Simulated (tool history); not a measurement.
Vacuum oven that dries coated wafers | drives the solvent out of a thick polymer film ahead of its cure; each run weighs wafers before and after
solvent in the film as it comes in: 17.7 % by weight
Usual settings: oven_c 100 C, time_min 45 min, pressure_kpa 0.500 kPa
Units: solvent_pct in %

run	hour	oven_c	time_min	pressure_kpa	solvent_pct
1	0.0	100	45	0.500	1.51
2	6.0	100	45	0.500	1.47
3	17.8	100	45	0.500	1.47
4	27.6	100	45	1.584	1.80
5	36.5	100	45	1.584	1.78
6	44.2	100	45	1.584	1.80
7	55.6	100	45	1.584	1.82
8	62.7	100	45	1.584	1.82
9	74.2	104	45	1.584	1.32
10	80.2	100	35	0.500	2.42
11	87.9	100	45	1.880	1.85
12	95.5	100	45	0.500	1.51
13	105.3	100	28	0.500	3.39
14	114.3	100	28	0.500	3.38
15	123.9	100	45	0.500	1.49
16	129.2	100	45	0.500	1.47
17	138.5	96	23	0.500	5.14
18	144.8	114	52	0.810	0.32
19	152.4	114	52	0.810	0.32
20	164.3	114	52	0.810	0.32
21	171.5	104	34	0.614	1.97
22	183.1	115	41	0.500	0.47
23	190.9	111	43	0.297	0.56
24	199.8	111	43	0.297	0.57
25	206.2	98	30	1.477	3.70
26	215.1	94	77	0.500	0.75
27	221.9	93	27	0.473	4.94
28	228.4	98	27	1.484	4.20
29	234.7	106	44	1.484	1.16
30	243.4	106	44	1.484	1.15
31	251.9	90	73	0.256	1.12

Forecast each of these 4 alternatives for the next run:
A	261.8	89	45	0.505	?
B	261.8	90	68	0.377	?
C	261.8	100	46	0.494	?
D	261.8	100	23	1.885	?

run	solvent_pct
A	3.20
B	1.39
C	1.42
D	4.71
Without the tool's hidden state the same runs would have given:
run	solvent_pct
A	3.21
B	1.40
C	1.43
D	4.73
